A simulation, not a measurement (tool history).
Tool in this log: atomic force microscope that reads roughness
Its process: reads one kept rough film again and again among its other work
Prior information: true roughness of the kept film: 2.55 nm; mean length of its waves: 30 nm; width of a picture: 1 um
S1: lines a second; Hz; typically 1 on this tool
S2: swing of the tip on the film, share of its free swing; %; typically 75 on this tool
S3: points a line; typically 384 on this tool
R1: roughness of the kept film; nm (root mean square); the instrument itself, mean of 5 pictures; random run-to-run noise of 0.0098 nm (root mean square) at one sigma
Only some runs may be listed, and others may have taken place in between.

run	hour	S1	S2	S3	R1
1	0	1	75	384	1.993
2	8.8	1	75	384	1.97
3	24.6	1	75	384	1.964
4	40	1	75	384	1.938
5	47.8	1	75	384	1.952
6	58	1	75	384	1.936
7	69.2	1	61	384	1.982
8	85.2	1	61	384	1.984
9	94.9	1	68	384	1.949
# hour 96.2: new tip fitted
10	105.4	1	68	384	2.269
11	112.8	1	72	384	2.219
12	120.4	0.9	72	384	2.236
13	133.4	0.9	72	384	2.214
14	143.7	0.9	72	384	2.205
15	155.7	1	75	777	2.149
16	166.7	1	66	533	2.209
17	181.2	1.57	75	260	2.036
18	196	3.98	75	331	1.759
19	209.8	0.76	67	467	2.166
20	220.3	1.75	71	384	2.022
21	236.3	0.81	87	425	2.011
22	246.7	3.5	74	486	1.775
23	259.3	3.6	62	384	1.948
24	268.3	3.6	65	384	1.889
25	281.8	3.6	65	384	1.884
26	296.5	1	70	287	2.036
27	307.4	1	62	287	2.05
28	315.5	1	62	287	2.044
29	326.3	0.85	75	360	1.988

5 options for the next run, each taken on its own from the tool as it stands now. Forecast them:
A	338.4	0.85	75	666	?
B	338.4	1	75	350	?
C	338.4	3.29	63	331	?
D	338.4	3.97	66	619	?
E	338.4	1.86	64	353	?

run	R1
A	1.983
B	1.96
C	1.879
D	1.809
E	1.95
The same runs, with their run-to-run variation unchanged, on a tool lacking any hidden condition would have given:
run	R1
A	2.277
B	2.251
C	2.157
D	2.077
E	2.239
